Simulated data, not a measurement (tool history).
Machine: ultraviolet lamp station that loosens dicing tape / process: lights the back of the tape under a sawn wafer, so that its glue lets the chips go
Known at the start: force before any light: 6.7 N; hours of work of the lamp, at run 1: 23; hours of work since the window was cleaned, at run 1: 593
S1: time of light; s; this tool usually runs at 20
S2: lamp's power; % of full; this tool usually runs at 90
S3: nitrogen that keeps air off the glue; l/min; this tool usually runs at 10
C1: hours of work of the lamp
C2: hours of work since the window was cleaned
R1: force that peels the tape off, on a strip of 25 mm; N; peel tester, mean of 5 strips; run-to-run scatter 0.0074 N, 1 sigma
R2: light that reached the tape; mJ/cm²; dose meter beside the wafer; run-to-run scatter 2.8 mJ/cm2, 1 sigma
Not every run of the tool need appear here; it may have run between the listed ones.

run	hour	S1	S2	S3	C1	C2	R1	R2
1	0	20	90	10	23	593	0.309	339
2	61.3	20	90	12	60	630	0.304	329
# hour 81.5: window cleaned of glue's vapour
3	110.6	11	90	12	90	18	0.938	154
4	149.1	11	90	12	113	41	0.95	154
5	222.6	11	90	12	157	85	0.997	150
6	273.5	11	90	12	188	116	1.017	148
7	307.7	20	90	10	208	136	0.428	263
# hour 315.7: window cleaned of glue's vapour, once more
8	366.4	20	90	15	243	31	0.285	361
9	400.3	20	64	10	264	51	0.434	255
10	437.4	20	64	10	286	73	0.47	247
11	515.3	20	90	10	333	120	0.306	339
12	572.8	20	90	10	368	155	0.311	333
13	618.6	20	90	10	395	182	0.314	323
14	685.8	20	93	10	436	223	0.312	331
15	749.8	20	90	10	474	261	0.336	310
16	789.3	20	90	7	498	285	0.367	306
17	826.1	20	90	10	520	307	0.34	299
18	899.5	20	90	10	565	352	0.353	296
19	973.1	14	81	3	609	396	1.291	181
20	1016.3	14	66	6	635	422	1.364	144
21	1095.2	32	90	17	682	469	0.242	428
22	1142	20	97	12	711	498	0.344	285
23	1201.9	14	99	7	747	534	0.8	200
24	1234.6	20	90	18	766	553	0.369	250
25	1272.5	20	90	18	789	576	0.391	250
26	1336	20	90	13	828	615	0.438	239
27	1376.4	20	84	4	852	639	0.836	217
# hour 1383.8: window cleaned of glue's vapour
28	1445.3	14	82	20	893	37	0.679	172
29	1507.7	11	76	4	931	75	1.938	120
30	1585	11	76	4	977	121	2.076	118
31	1632.6	11	76	4	1006	150	2.099	117
32	1712.9	10	91	11	1054	198	1.4	121
33	1777.2	12	62	10	1093	237	2.018	92
34	1818.6	26	90	7	1118	262	0.392	298
35	1857.6	17	63	4	1141	285	1.78	130

What if the next run were any one of these 4? Each begins from the tool's condition after run 35:
# hour 1923: lamp changed
A	1936.4	28	84	10	8	332	?	?
# hour 1923: lamp changed
B	1936.4	17	68	4	8	332	?	?
# hour 1923: lamp changed
C	1936.4	19	90	10	8	332	?	?
# hour 1923: lamp changed
D	1936.4	30	63	4	8	332	?	?

run	R1	R2
A	0.251	487
B	0.729	237
C	0.292	350
D	0.346	382
Without the tool's unlogged condition, the same runs would have read:
run	R1	R2
A	0.247	531
B	0.628	258
C	0.274	382
D	0.316	416
